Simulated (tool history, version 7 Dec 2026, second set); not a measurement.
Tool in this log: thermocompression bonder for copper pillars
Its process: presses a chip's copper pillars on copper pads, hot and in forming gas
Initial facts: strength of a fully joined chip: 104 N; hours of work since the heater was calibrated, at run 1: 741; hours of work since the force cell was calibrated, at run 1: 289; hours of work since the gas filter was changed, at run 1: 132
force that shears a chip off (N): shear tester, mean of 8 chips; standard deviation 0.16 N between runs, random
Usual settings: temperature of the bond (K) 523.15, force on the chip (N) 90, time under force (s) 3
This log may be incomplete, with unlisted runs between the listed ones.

run     day  temperature of the bond (K)  force on the chip (N)  time under force (s)  hours of work since the heater was calibrated  hours of work since the force cell was calibrated  hours of work since the gas filter was changed  force that shears a chip off (N)
  1       0                       523.15                     90                     3                                            741                                                289                                             132                              49.8
  2   0.421                       523.15                     90                     3                                            748                                                295                                             138                              49.8
  3   0.792                       523.15                     90                     4                                            754                                                301                                             144                              54.9
  4    1.05                       523.15                     90                     2                                            758                                                305                                             148                              42.8
  5    1.45                       523.15                     90                     2                                            764                                                312                                             155                                43
  6   1.929                       523.15                     90                     2                                            772                                                319                                             162                              42.7
  7   2.529                       523.15                     90                     2                                            781                                                329                                             172                              42.9
  8   3.075                       523.15                     90                     2                                            790                                                337                                             180                              42.5
  9   3.583                       523.15                     90                     4                                            798                                                345                                             188                              54.3
 10   4.196                       523.15                     90                     4                                            808                                                355                                             198                              54.2
 11   4.712                       523.15                     90                     4                                            816                                                363                                             206                              54.3
 12   5.262                       523.15                     90                     4                                            825                                                372                                             215                                54
 13   5.767                       523.15                     90                     4                                            833                                                380                                             223                                54
 14   6.042                       523.15                     90                     5                                            837                                                384                                             227                              58.1
 15   6.558                       523.15                     90                     5                                            845                                                393                                             235                                58
 16   6.825                       523.15                     90                     5                                            849                                                397                                             240                              58.1
      6.883  -- forming gas filter changed
 17    7.15                       523.15                     90                     3                                            854                                                402                                               4                                49
 18   7.696                       523.15                     90                     3                                            863                                                410                                              13                              48.7
 19   7.942                       523.15                     90                     3                                            867                                                414                                              17                              48.8
 20   8.367                       523.15                     90                     3                                            873                                                421                                              24                              48.6
 21   8.825                       506.15                     90                     3                                            881                                                428                                              31                              36.8
 22   9.358                       506.15                     90                     3                                            889                                                437                                              39                              36.6
 23   9.771                       507.15                     90                     7                                            896                                                443                                              46                              50.8
 24  10.358                       498.15                     79                     4                                            905                                                452                                              55                              31.9
 25  10.654                       498.15                     90                     3                                            910                                                457                                              60                              31.4
     10.958  -- gauge calibrated
 26   11.25                       498.15                     90                     3                                            919                                                466                                              69                              32.2
 27  11.517                       517.15                     87                     5                                            923                                                471                                              73                                53
 28  12.004                       517.15                     87                     5                                            931                                                478                                              81                              53.1
 29  12.571                       517.15                     68                     5                                            940                                                487                                              90                              44.7
 30   13.05                       523.15                     90                     6                                            947                                                495                                              98                              62.4
 31  13.362                       509.15                    134                     6                                            952                                                500                                             103                              65.5
 32  13.671                       523.15                     84                     2                                            957                                                505                                             107                              40.5
 33  13.971                       523.15                     84                     2                                            962                                                510                                             112                              40.5
 34  14.517                       498.15                     57                     3                                            971                                                518                                             121                              21.7
 35  14.862                       498.15                     57                     3                                            976                                                524                                             126                              21.8
 36  15.321                       505.15                     90                     5                                            983                                                531                                             134                              44.4
 37  15.596                       505.15                     90                     5                                            988                                                535                                             138                              44.4
 38  15.946                       519.15                     73                     6                                            993                                                541                                             143                              51.1
 39  16.392                       524.15                     90                     3                                           1000                                                548                                             151                              49.8

Branching from run 39: 4 alternative next runs. What would each branch give?
  A  16.85                       523.15                     90                     3                                           1008                                                555                                             158                                 ?
  B  16.85                       540.15                     90                     3                                           1008                                                555                                             158                                 ?
  C  16.85                       515.15                     90                     3                                           1008                                                555                                             158                                 ?
  D  16.85                       496.15                     70                     3                                           1008                                                555                                             158                                 ?

run  force that shears a chip off (N)
  A                                49
  B                              61.9
  C                              43.4
  D                              24.7
Take away the tool's hidden state, keep each run's random variation, and the runs would have read:
run  force that shears a chip off (N)
  A                              49.7
  B                              62.9
  C                                44
  D                                25

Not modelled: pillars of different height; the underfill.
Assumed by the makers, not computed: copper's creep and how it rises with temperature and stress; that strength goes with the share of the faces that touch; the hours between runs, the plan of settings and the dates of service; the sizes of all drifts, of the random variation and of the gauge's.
